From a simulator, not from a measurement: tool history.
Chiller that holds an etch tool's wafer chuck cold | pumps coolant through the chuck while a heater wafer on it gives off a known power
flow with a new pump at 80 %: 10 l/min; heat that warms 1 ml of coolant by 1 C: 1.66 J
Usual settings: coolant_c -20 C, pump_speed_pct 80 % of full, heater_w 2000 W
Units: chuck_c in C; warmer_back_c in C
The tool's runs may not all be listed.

run,hour,coolant_c,pump_speed_pct,heater_w,chuck_c,warmer_back_c
1,0,-20,80,2000,-5,7.2
2,32.5,-20,80,2000,-4.8,7.22
3,82.4,-20,80,2000,-5,7.28
4,108.5,-20,80,2000,-4.9,7.25
5,146.5,-16,80,2000,-0.9,7.3
6,190.5,-20,80,2000,-5,7.3
7,223.6,-11,80,2000,4,7.29
8,277.5,-11,95,2000,2.7,6.18
9,315.5,-11,95,2000,2.4,6.25
10,361.5,-20,80,1271,-10.6,4.82
11,410,-20,80,2000,-5.1,7.39
12,464.9,-23,80,2000,-7.9,7.31
13,517.5,-14,80,2000,1.1,7.41
14,553,-14,80,2000,0.9,7.46
15,604.3,-20,65,2000,-3.1,9.1
16,633.9,-20,65,2000,-3,9.14
17,666.9,-10,64,2000,7.2,9.28
18,715.7,-10,64,2086,8,9.69
19,745.4,-11,80,2000,3.9,7.42
20,769.7,-25,80,1829,-11.4,6.9
21,815,-20,80,1724,-7,6.47
22,870.1,-20,65,1287,-9.1,6.08
# hour 888.2: gauge calibrated
23,900.3,-24,80,2818,-2.9,10.14
24,930.5,-20,65,2000,-2.9,8.94
25,966.2,-20,65,2000,-2.9,8.98
26,998,-21,80,1238,-11.8,4.51
27,1037.2,-21,80,1238,-11.6,4.55
28,1062.5,-13,80,1238,-3.7,4.51
29,1111.7,-24,80,2000,-8.9,7.33
30,1134.5,-13,99,1416,-3.7,4.2
31,1162.3,-13,99,1416,-3.8,4.27

Forecast each of these 5 alternatives for the next run:
A,1213.2,-25,63,1070,?,?
B,1213.2,-18,92,1395,?,?
C,1213.2,-19,80,2000,?,?
D,1213.2,-18,71,1831,?,?
E,1213.2,-20,80,1399,?,?

run,chuck_c,warmer_back_c
A,-15.7,5.03
B,-8.5,4.47
C,-4.1,7.39
D,-3.4,7.66
E,-9.5,5.16
Without the tool's hidden state the same runs would have given:
run,chuck_c,warmer_back_c
A,-15.7,4.92
B,-8.5,4.37
C,-4.2,7.28
D,-3.5,7.55
E,-9.5,5.05
